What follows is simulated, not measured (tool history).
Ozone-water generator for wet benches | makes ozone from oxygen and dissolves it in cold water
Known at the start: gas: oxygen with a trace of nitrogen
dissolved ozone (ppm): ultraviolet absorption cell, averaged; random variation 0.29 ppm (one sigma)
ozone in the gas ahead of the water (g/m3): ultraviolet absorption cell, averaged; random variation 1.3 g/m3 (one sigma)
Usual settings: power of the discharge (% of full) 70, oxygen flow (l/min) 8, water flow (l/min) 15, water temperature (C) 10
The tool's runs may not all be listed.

run,hour,power of the discharge (% of full),oxygen flow (l/min),water flow (l/min),water temperature (C),dissolved ozone (ppm),ozone in the gas ahead of the water (g/m3)
1,0,70,8,15,10,45.4,234.9
2,36.1,70,8,15,10,45.7,233.5
3,70.3,70,8,15,10,45.8,236.5
4,85,70,8,15,10,45.8,233.9
5,106.2,61,8,15,10,40,209.4
6,133.7,61,8,15,10,40.4,208.1
7,158.8,61,8,15,10,40.7,210
8,193.3,61,8,15,10,40.5,207
9,214.6,61,8,15,10,40.3,208.3
10,251.3,61,8,15,10,40.3,207.5
11,285.4,57,8,15,9,38.7,196.6
12,312.5,57,8,15,9,38.3,196.2
13,336.9,57,8,15,9,38.7,195.7
14,370.2,57,8,15,9,38.6,192.3
15,403.7,57,8,15,9,38.3,196.3
16,421.8,57,8,15,9,38.6,197.3
17,441.2,70,6.5,15,10,45.3,257.9
18,472.1,70,6.5,15,10,45.3,257.8

3 ways to go on from here, each from the tool as it stands after run 18. What would each give?
A,495.4,44,6.5,15,10,?,?
B,495.4,72,7.94,21,10,?,?
C,495.4,43,8.4,14,10,?,?

run,dissolved ozone (ppm),ozone in the gas ahead of the water (g/m3)
A,30.3,171.9
B,35.4,238.6
C,31.3,150.3
Without the tool's hidden state the same runs would have given:
run,dissolved ozone (ppm),ozone in the gas ahead of the water (g/m3)
A,30.7,173.2
B,36.1,241.6
C,31.7,151.4
